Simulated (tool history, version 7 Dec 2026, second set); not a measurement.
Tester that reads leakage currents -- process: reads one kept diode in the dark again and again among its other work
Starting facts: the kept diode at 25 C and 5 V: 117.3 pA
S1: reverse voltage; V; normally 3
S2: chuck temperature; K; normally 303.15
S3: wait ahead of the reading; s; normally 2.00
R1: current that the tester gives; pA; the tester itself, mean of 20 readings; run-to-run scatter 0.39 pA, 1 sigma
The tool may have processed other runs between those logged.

| run | hour | S1 | S2 | S3 | R1 |
|---|---|---|---|---|---|
| 1 | 0.0 | 3 | 303.15 | 2.00 | 143.43 |
| 2 | 80.0 | 3 | 303.15 | 2.00 | 143.11 |
| 3 | 199.9 | 3 | 303.15 | 2.00 | 144.08 |
| 4 | 313.7 | 3 | 303.15 | 2.00 | 144.69 |
| 5 | 435.4 | 3 | 303.15 | 2.00 | 145.19 |
| 6 | 527.6 | 3 | 303.15 | 2.00 | 145.10 |
| 7 | 582.4 | 3 | 303.15 | 5.18 | 145.99 |
| 8 | 651.4 | 3 | 303.15 | 5.18 | 145.82 |
| 9 | 744.6 | 3 | 303.15 | 4.14 | 146.48 |
| 10 | 867.3 | 3 | 303.15 | 1.66 | 146.97 |
|  | 920.9 | chuck's temperature calibrated |
| 11 | 947.3 | 3 | 303.15 | 1.66 | 135.86 |
| 12 | 1016.1 | 3 | 303.15 | 1.66 | 136.74 |
| 13 | 1138.9 | 3 | 303.15 | 1.66 | 136.84 |
| 14 | 1233.4 | 3 | 303.15 | 1.66 | 136.93 |
| 15 | 1299.1 | 3 | 303.15 | 1.66 | 136.82 |
| 16 | 1400.9 | 3 | 303.15 | 1.66 | 137.97 |
| 17 | 1523.0 | 3 | 332.15 | 2.00 | 1029.20 |
| 18 | 1593.2 | 3 | 332.15 | 2.00 | 1035.28 |
| 19 | 1692.4 | 3 | 303.15 | 2.00 | 139.01 |
|  | 1755.9 | probe card cleaned and baked |
| 20 | 1801.1 | 3 | 303.15 | 2.00 | 134.03 |
| 21 | 1871.3 | 3 | 303.15 | 2.00 | 133.40 |

Predict the results of run 22:
| 22 | 1995.1 | 3 | 313.15 | 3.05 | ? |

R1: 282.27 pA
If the tool had no hidden condition, the same run with the same run-to-run variation would have returned R1 272.54 pA.

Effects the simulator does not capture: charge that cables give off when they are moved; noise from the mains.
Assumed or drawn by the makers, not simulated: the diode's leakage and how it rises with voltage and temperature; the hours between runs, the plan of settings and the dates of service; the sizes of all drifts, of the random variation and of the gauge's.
